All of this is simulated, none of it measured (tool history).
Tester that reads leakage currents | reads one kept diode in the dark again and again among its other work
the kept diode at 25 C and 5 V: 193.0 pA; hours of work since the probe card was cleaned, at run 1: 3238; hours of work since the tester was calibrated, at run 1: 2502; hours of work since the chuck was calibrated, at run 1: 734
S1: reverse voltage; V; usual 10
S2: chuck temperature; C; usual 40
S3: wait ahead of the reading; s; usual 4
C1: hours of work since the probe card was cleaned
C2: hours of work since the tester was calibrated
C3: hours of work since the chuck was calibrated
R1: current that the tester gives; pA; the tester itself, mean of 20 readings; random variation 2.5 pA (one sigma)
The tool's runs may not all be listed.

run      day    S1  S2    S3    C1    C2   C3       R1
  1        0    10  40     4  3238  2502  734   960.36
  2    5.712    10  40     4  3308  2572  804   972.95
  3    9.962    10  40     4  3360  2624  856   976.44
      15.192  -- chuck's temperature calibrated
      15.796  -- probe card cleaned and baked
  4   17.962    10  40  1.73    27  2720   32   841.43
  5   23.358    10  40  1.73    93  2786   99   845.62
  6   29.225    10  40  1.73   165  2858  170   855.48
  7   34.062  11.7  40     4   224  2917  230   948.23
  8   41.167    10  40  6.01   311  3004  317   878.53
  9   44.521    10  40  6.62   352  3045  358   885.52
 10   50.321    10  40     4   423  3116  429   891.58
 11   57.417    10  40     4   510  3203  516   906.51
 12   64.175    10  40  0.38   593  3286  599   920.67
 13   70.062    10  40  0.38   665  3358  671   934.68
 14   77.075    10  40  0.38   751  3444  757   945.99
 15   84.046   4.3  40     4   837  3530  842   589.99
 16   89.283   4.3  40     4   901  3594  907   592.15
      90.504  -- chuck's temperature calibrated
 17   96.608   7.2  40     4   990  3683   75    701.1
 18  103.633    10  40     4  1076  3769  161   850.91
 19  107.904    10  40     4  1128  3821  213   861.65
 20  113.238    10  40     4  1193  3886  279   870.17
       113.9  -- tester calibrated
 21  117.004   9.5  24  0.44  1238    38  324   272.13
 22  124.862   1.4  33     4  1335   134  420   175.75
     126.079  -- tester calibrated, once more
 23  130.058   1.4  33     4  1397    49  483   182.19
 24  136.429   5.2  24  1.98  1476   127  561   204.22
 25  143.542   5.2  36  2.93  1563   214  648   490.47
 26  148.004  12.7  26  4.31  1617   269  703   408.48
 27  154.904  12.7  26  4.31  1702   353  787   415.97
 28  158.796   4.2  40     4  1750   401  835   590.01
     165.758  -- chuck's temperature calibrated
 29  166.171    10  46  0.82  1839   490    5  1268.82
 30  172.117    10  46  0.82  1912   563   78  1269.11
 31  179.738    10  46  0.82  2005   657  171  1286.98
 32  186.788    10  54  0.48  2092   743  258  2177.14
 33  191.671    10  54  0.48  2152   803  318  2201.46
 34   198.15   6.6  35     4  2231   882  397   498.79
 35  202.783   6.6  33  1.04  2288   939  454   437.83
 36  209.858   6.6  33  1.04  2375  1026  541   447.67
 37  214.367   8.3  41  0.83  2430  1081  596   894.59
 38  218.888   1.5  57  0.83  2485  1137  651   934.34
 39  225.246   1.5  57  0.83  2563  1214  729   943.52

The same runs without the tool's hidden state, with the same run-to-run variation:
The hidden state here: stray current of the dirty probe card, pA a volt; current scale over the true one, %; true chuck temperature over the reading, C; drift of the gauge itself on leakage_pa, %.
run       R1
  1   848.95
  2   851.54
  3   847.66
  4   850.03
  5   844.63
  6   845.08
  7   926.93
  8   845.79
  9   846.68
 10   843.39
 11   845.22
 12   846.53
 13   849.66
 14   847.57
 15   521.69
 16   518.36
 17   705.36
 18   843.58
 19    847.2
 20   847.27
 21   260.66
 22   167.49
 23   167.58
 24   183.34
 25   439.58
 26   357.08
 27   358.07
 28   515.32
 29  1277.56
 30  1264.71
 31  1264.49
 32  2116.08
 33  2120.16
 34   469.32
 35   407.29
 36    409.8
 37   817.44
 38    857.7
 39    857.1
